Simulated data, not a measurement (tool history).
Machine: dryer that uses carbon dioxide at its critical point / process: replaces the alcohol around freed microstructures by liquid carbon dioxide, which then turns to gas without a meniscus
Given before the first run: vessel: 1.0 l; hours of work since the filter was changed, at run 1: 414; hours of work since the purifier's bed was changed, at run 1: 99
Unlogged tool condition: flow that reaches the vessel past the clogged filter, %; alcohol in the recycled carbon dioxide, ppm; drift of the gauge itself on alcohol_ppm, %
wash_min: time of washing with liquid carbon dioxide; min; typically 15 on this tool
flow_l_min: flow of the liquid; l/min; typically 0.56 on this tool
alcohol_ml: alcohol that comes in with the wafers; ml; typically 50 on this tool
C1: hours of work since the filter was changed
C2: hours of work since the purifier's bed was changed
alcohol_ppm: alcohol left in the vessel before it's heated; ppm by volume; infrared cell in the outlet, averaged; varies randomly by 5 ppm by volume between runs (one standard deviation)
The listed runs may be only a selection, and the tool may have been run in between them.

run 1 hour=0 | wash_min=15 flow_l_min=0.56 alcohol_ml=50 | C1=414 C2=99 | alcohol_ppm=64
run 2 hour=39.6 | wash_min=15 flow_l_min=0.56 alcohol_ml=29 | C1=445 C2=130 | alcohol_ppm=45
run 3 hour=64 | wash_min=15 flow_l_min=0.56 alcohol_ml=47 | C1=464 C2=149 | alcohol_ppm=67
run 4 hour=101.6 | wash_min=15 flow_l_min=0.56 alcohol_ml=50 | C1=493 C2=178 | alcohol_ppm=84
run 5 hour=119.5 | wash_min=15 flow_l_min=0.56 alcohol_ml=50 | C1=507 C2=191 | alcohol_ppm=77
run 6 hour=153.8 | wash_min=15 flow_l_min=0.56 alcohol_ml=50 | C1=533 C2=218 | alcohol_ppm=75
-- hour=160.4 inlet filter changed
run 7 hour=174.8 | wash_min=15 flow_l_min=0.56 alcohol_ml=50 | C1=11 C2=233 | alcohol_ppm=68
run 8 hour=198.7 | wash_min=10 flow_l_min=0.56 alcohol_ml=50 | C1=30 C2=252 | alcohol_ppm=407
run 9 hour=222.9 | wash_min=10 flow_l_min=0.56 alcohol_ml=50 | C1=48 C2=271 | alcohol_ppm=389
run 10 hour=262.1 | wash_min=15 flow_l_min=0.56 alcohol_ml=50 | C1=79 C2=301 | alcohol_ppm=81
run 11 hour=284.9 | wash_min=15 flow_l_min=0.56 alcohol_ml=50 | C1=96 C2=319 | alcohol_ppm=81
run 12 hour=306.6 | wash_min=17 flow_l_min=0.56 alcohol_ml=50 | C1=113 C2=335 | alcohol_ppm=65
run 13 hour=350.5 | wash_min=17 flow_l_min=0.56 alcohol_ml=50 | C1=147 C2=369 | alcohol_ppm=68
run 14 hour=392.3 | wash_min=15 flow_l_min=0.56 alcohol_ml=50 | C1=179 C2=401 | alcohol_ppm=88
run 15 hour=424.9 | wash_min=15 flow_l_min=0.56 alcohol_ml=50 | C1=204 C2=427 | alcohol_ppm=93
run 16 hour=469.2 | wash_min=15 flow_l_min=0.56 alcohol_ml=50 | C1=239 C2=461 | alcohol_ppm=101
run 17 hour=493.9 | wash_min=15 flow_l_min=0.56 alcohol_ml=50 | C1=258 C2=480 | alcohol_ppm=107
run 18 hour=520 | wash_min=15 flow_l_min=0.56 alcohol_ml=50 | C1=278 C2=500 | alcohol_ppm=109
run 19 hour=539.7 | wash_min=15 flow_l_min=0.56 alcohol_ml=50 | C1=293 C2=515 | alcohol_ppm=116
run 20 hour=561.8 | wash_min=15 flow_l_min=0.56 alcohol_ml=50 | C1=310 C2=532 | alcohol_ppm=110
run 21 hour=600.9 | wash_min=15 flow_l_min=0.56 alcohol_ml=50 | C1=340 C2=563 | alcohol_ppm=135
run 22 hour=632.9 | wash_min=15 flow_l_min=0.56 alcohol_ml=50 | C1=365 C2=587 | alcohol_ppm=116
run 23 hour=657.3 | wash_min=15 flow_l_min=0.56 alcohol_ml=50 | C1=384 C2=606 | alcohol_ppm=134
run 24 hour=699.1 | wash_min=15 flow_l_min=0.873 alcohol_ml=25 | C1=416 C2=638 | alcohol_ppm=89
run 25 hour=737.6 | wash_min=12 flow_l_min=0.755 alcohol_ml=28 | C1=446 C2=668 | alcohol_ppm=107
run 26 hour=775.9 | wash_min=12 flow_l_min=0.755 alcohol_ml=28 | C1=476 C2=698 | alcohol_ppm=120
run 27 hour=804.7 | wash_min=15 flow_l_min=0.382 alcohol_ml=21 | C1=498 C2=720 | alcohol_ppm=273
run 28 hour=844.1 | wash_min=10 flow_l_min=0.485 alcohol_ml=26 | C1=528 C2=750 | alcohol_ppm=568
-- hour=855.9 inlet filter changed
run 29 hour=889.3 | wash_min=21 flow_l_min=0.485 alcohol_ml=26 | C1=26 C2=785 | alcohol_ppm=115
run 30 hour=918.4 | wash_min=21 flow_l_min=0.485 alcohol_ml=26 | C1=48 C2=807 | alcohol_ppm=123
run 31 hour=961.2 | wash_min=23 flow_l_min=0.485 alcohol_ml=23 | C1=81 C2=840 | alcohol_ppm=108
-- hour=972.9 purifier's bed changed
run 32 hour=982.6 | wash_min=13 flow_l_min=0.372 alcohol_ml=45 | C1=96 C2=8 | alcohol_ppm=623
run 33 hour=1016.5 | wash_min=13 flow_l_min=0.372 alcohol_ml=45 | C1=122 C2=34 | alcohol_ppm=630
run 34 hour=1053.3 | wash_min=13 flow_l_min=0.583 alcohol_ml=117 | C1=150 C2=62 | alcohol_ppm=167
run 35 hour=1083.5 | wash_min=13 flow_l_min=0.583 alcohol_ml=48 | C1=173 C2=85 | alcohol_ppm=83
run 36 hour=1106.2 | wash_min=16 flow_l_min=0.912 alcohol_ml=36 | C1=191 C2=103 | alcohol_ppm=20
run 37 hour=1131.9 | wash_min=14 flow_l_min=0.568 alcohol_ml=30 | C1=211 C2=123 | alcohol_ppm=57
run 38 hour=1175 | wash_min=19 flow_l_min=0.634 alcohol_ml=116 | C1=244 C2=156 | alcohol_ppm=25
run 39 hour=1199.7 | wash_min=14 flow_l_min=0.56 alcohol_ml=50 | C1=263 C2=175 | alcohol_ppm=88
run 40 hour=1240.1 | wash_min=14 flow_l_min=0.56 alcohol_ml=50 | C1=294 C2=206 | alcohol_ppm=92
run 41 hour=1266.2 | wash_min=11 flow_l_min=0.56 alcohol_ml=48 | C1=315 C2=227 | alcohol_ppm=287
run 42 hour=1309 | wash_min=11 flow_l_min=0.943 alcohol_ml=86 | C1=348 C2=260 | alcohol_ppm=65
run 43 hour=1333.2 | wash_min=12 flow_l_min=0.564 alcohol_ml=27 | C1=366 C2=278 | alcohol_ppm=132
run 44 hour=1377.4 | wash_min=12 flow_l_min=0.564 alcohol_ml=27 | C1=401 C2=313 | alcohol_ppm=138
run 45 hour=1413.2 | wash_min=12 flow_l_min=0.564 alcohol_ml=27 | C1=428 C2=340 | alcohol_ppm=142
run 46 hour=1442.9 | wash_min=12 flow_l_min=0.564 alcohol_ml=27 | C1=451 C2=363 | alcohol_ppm=150

Alternative continuations, all from the tool just after run 46; predict every row:
run A hour=1461.5 | wash_min=12 flow_l_min=0.474 alcohol_ml=27 | C1=465 C2=377 | alcohol_ppm=?
run B hour=1461.5 | wash_min=12 flow_l_min=0.348 alcohol_ml=59 | C1=465 C2=377 | alcohol_ppm=?
run C hour=1461.5 | wash_min=15 flow_l_min=0.607 alcohol_ml=50 | C1=465 C2=377 | alcohol_ppm=?
run D hour=1461.5 | wash_min=20 flow_l_min=0.56 alcohol_ml=66 | C1=465 C2=377 | alcohol_ppm=?
run E hour=1461.5 | wash_min=21 flow_l_min=0.605 alcohol_ml=27 | C1=465 C2=377 | alcohol_ppm=?

run=A alcohol_ppm=287
run=B alcohol_ppm=1828
run=C alcohol_ppm=82
run=D alcohol_ppm=63
run=E alcohol_ppm=55
Without the tool's hidden state the same runs would have given:
run=A alcohol_ppm=172
run=B alcohol_ppm=1390
run=C alcohol_ppm=18
run=D alcohol_ppm=7
run=E alcohol_ppm=2

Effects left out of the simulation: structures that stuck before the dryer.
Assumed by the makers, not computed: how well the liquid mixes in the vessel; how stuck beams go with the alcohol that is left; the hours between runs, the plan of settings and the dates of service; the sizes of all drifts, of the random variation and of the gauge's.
